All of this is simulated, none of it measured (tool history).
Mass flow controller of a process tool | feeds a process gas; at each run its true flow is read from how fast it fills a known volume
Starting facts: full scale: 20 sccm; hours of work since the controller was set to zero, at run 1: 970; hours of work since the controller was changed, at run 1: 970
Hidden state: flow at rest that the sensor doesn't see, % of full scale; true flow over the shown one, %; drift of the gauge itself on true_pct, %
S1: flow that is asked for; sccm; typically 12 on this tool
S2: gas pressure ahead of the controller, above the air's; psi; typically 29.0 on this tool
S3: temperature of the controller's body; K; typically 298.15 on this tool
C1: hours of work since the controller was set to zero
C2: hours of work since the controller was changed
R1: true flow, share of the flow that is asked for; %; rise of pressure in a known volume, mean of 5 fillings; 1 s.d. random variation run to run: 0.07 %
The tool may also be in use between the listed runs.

run,hour,S1,S2,S3,C1,C2,R1
1,0.0,12,29.0,298.15,970,970,99.23
2,141.6,12,20.7,298.15,1062,1062,99.47
3,236.2,12,20.7,298.15,1123,1123,99.54
4,338.8,12,20.7,298.15,1189,1189,99.52
5,474.1,12,20.7,298.15,1276,1276,99.68
6,585.5,12,26.0,298.15,1348,1348,99.47
7,717.5,12,26.0,298.15,1433,1433,99.39
8,855.5,12,26.0,298.15,1522,1522,99.48
9,945.9,12,26.0,298.15,1580,1580,99.31
10,1028.8,12,26.0,298.15,1633,1633,99.34
11,1097.2,12,26.0,298.15,1677,1677,99.35
12,1257.5,12,26.0,298.15,1781,1781,99.39
13,1380.9,10,32.3,298.15,1860,1860,98.98
14,1463.5,12,21.9,312.15,1913,1913,98.91
15,1553.9,2,22.6,295.15,1972,1972,98.74
16,1639.7,4,22.9,313.15,2027,2027,98.14
17,1737.5,4,35.2,293.15,2090,2090,98.50
18,1804.4,19,27.6,308.15,2133,2133,99.49
19,1877.4,19,25.8,308.15,2180,2180,99.55
20,1999.2,4,24.7,298.15,2259,2259,98.72
21,2157.8,5,28.4,300.15,2361,2361,98.59
22,2271.9,10,36.8,303.15,2434,2434,98.54
23,2409.2,18,29.0,298.15,2523,2523,99.79
24,2519.7,3,29.0,300.15,2594,2594,98.40

What if the next run were any one of these 3? Each begins from the tool's condition after run 24:
A,2632.0,8,29.0,310.15,2666,2666,?
B,2632.0,12,29.0,307.15,2666,2666,?
C,2632.0,15,26.3,308.15,2666,2666,?

run,R1
A,98.35
B,98.99
C,99.13
Stripped of hidden state, with their random variation kept, the same runs would have yielded:
run,R1
A,98.34
B,98.98
C,99.12
